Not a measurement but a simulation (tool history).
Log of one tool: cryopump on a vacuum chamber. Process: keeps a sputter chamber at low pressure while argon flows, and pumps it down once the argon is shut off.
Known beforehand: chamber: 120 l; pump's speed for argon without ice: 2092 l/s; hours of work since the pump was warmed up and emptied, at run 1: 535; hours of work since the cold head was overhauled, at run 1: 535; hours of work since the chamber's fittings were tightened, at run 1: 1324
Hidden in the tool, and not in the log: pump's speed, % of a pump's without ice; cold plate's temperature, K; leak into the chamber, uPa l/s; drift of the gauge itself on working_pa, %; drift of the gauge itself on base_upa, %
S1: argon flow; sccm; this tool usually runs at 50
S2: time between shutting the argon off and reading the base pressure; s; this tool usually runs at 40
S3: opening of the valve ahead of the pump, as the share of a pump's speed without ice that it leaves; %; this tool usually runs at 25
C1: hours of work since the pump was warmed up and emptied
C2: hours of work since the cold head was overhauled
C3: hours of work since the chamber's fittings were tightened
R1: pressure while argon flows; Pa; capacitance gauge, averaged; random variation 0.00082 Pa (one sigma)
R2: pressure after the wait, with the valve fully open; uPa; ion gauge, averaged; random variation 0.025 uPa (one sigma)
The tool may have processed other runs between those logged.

run	day	S1	S2	S3	C1	C2	C3	R1	R2
1	0	50	40	25	535	535	1324	0.1692	1.37
2	0.862	50	40	25	545	545	1334	0.169	1.41
3	1.562	50	40	25	553	553	1342	0.1713	1.46
4	3.05	45	40	25	571	571	1360	0.1529	1.49
5	4.254	50	40	25	585	585	1374	0.1693	1.41
6	5.912	50	40	25	605	605	1394	0.1703	1.47
7	7.492	50	40	25	624	624	1412	0.1719	1.46
8	8.771	50	106	25	639	639	1427	0.1716	1
9	9.529	50	40	25	648	648	1436	0.1704	1.47
10	11.05	50	40	25	666	666	1454	0.1712	1.53
11	12.738	95	40	49	686	686	1474	0.1768	1.46
12	13.45	71	40	37	694	694	1483	0.1708	1.46
13	14.217	33	190	52	703	703	1492	0.0581	0.85
14	15.05	50	40	40	713	713	1502	0.1116	1.52
15	16.183	50	40	40	727	727	1515	0.1119	1.53
16	17.088	50	40	40	737	737	1526	0.1127	1.51
17	17.908	50	40	40	747	747	1536	0.1118	1.53
18	19.471	50	40	40	765	765	1554	0.1138	1.48
19	20.221	59	105	36	774	774	1563	0.1465	1.03
20	21.304	29	175	42	787	787	1576	0.0641	0.92

What if the next run were any one of these 4? Each begins from the tool's condition after run 20:
A	23.012	35	175	20	807	807	1596	?	?
B	23.012	65	40	43	807	807	1596	?	?
C	23.012	61	100	25	807	807	1596	?	?
D	23.012	37	40	25	807	807	1596	?	?

run	R1	R2
A	0.1519	0.87
B	0.1392	1.61
C	0.211	1.08
D	0.1298	1.55
Stripped of hidden state, with their random variation kept, the same runs would have yielded:
run	R1	R2
A	0.1428	0.31
B	0.1225	1.03
C	0.1954	0.52
D	0.1202	0.99
